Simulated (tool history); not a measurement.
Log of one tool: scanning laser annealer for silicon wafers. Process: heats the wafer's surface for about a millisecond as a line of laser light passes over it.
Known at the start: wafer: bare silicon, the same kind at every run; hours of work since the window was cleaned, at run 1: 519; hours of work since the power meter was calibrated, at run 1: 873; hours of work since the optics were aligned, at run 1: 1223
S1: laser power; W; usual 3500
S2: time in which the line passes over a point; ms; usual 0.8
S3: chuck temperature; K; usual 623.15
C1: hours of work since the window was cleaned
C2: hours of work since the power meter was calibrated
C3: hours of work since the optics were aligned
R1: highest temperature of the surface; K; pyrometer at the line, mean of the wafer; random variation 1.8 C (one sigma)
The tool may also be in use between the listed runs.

run 1 hour=0 | S1=3500 S2=0.8 S3=623.15 | C1=519 C2=873 C3=1223 | R1=1317.15
run 2 hour=14.6 | S1=3500 S2=0.8 S3=646.15 | C1=530 C2=885 C3=1235 | R1=1346.15
run 3 hour=36.9 | S1=3500 S2=0.8 S3=646.15 | C1=548 C2=903 C3=1253 | R1=1343.15
run 4 hour=52.4 | S1=3500 S2=0.749 S3=623.15 | C1=561 C2=915 C3=1265 | R1=1293.15
run 5 hour=70.2 | S1=3500 S2=0.669 S3=623.15 | C1=575 C2=929 C3=1279 | R1=1254.15
run 6 hour=97.5 | S1=3091 S2=0.8 S3=623.15 | C1=597 C2=951 C3=1301 | R1=1218.15
run 7 hour=110.5 | S1=3500 S2=0.8 S3=623.15 | C1=607 C2=961 C3=1312 | R1=1318.15
run 8 hour=125.9 | S1=3500 S2=0.8 S3=623.15 | C1=619 C2=974 C3=1324 | R1=1317.15
run 9 hour=143.5 | S1=3500 S2=0.8 S3=623.15 | C1=633 C2=988 C3=1338 | R1=1315.15
run 10 hour=164.1 | S1=3500 S2=0.8 S3=623.15 | C1=650 C2=1004 C3=1354 | R1=1318.15
run 11 hour=178.6 | S1=3500 S2=0.823 S3=623.15 | C1=661 C2=1016 C3=1366 | R1=1332.15
run 12 hour=205.9 | S1=3047 S2=0.823 S3=623.15 | C1=683 C2=1038 C3=1388 | R1=1217.15
run 13 hour=226.6 | S1=3500 S2=0.993 S3=610.15 | C1=700 C2=1054 C3=1404 | R1=1389.15
run 14 hour=240.4 | S1=2983 S2=0.993 S3=610.15 | C1=711 C2=1065 C3=1416 | R1=1249.15
run 15 hour=260.2 | S1=2983 S2=0.993 S3=610.15 | C1=727 C2=1081 C3=1431 | R1=1246.15
run 16 hour=281.1 | S1=3120 S2=0.664 S3=655.15 | C1=743 C2=1098 C3=1448 | R1=1195.15
-- hour=299.4 optics aligned, line set to its width
run 17 hour=314.3 | S1=3500 S2=0.638 S3=613.15 | C1=766 C2=1120 C3=12 | R1=1225.15
run 18 hour=327.4 | S1=3704 S2=0.8 S3=656.15 | C1=776 C2=1131 C3=22 | R1=1402.15
run 19 hour=356.3 | S1=3798 S2=0.8 S3=589.15 | C1=800 C2=1154 C3=46 | R1=1357.15

Hidden state or all else? Some run-to-run changes of R1, split into what the settings, what came in and random variation would give without the hidden state, and what is left for the hidden state (with any gauge scatter that isn't in both results):
The hidden state here: light that passes the window, % of a clean one's; laser's true power over the reading, %; width of the line over the set one, %; drift of the gauge itself on peak_c, C.
Run 12 -> 13: S1 3047 -> 3500, S2 0.823 -> 0.993, S3 623.15 -> 610.15. R1 +172 K: hidden state -9, all else +181.
Run 17 -> 18: S1 3500 -> 3704, S2 0.638 -> 0.8, S3 613.15 -> 656.15. R1 +177 K: hidden state -6, all else +183.
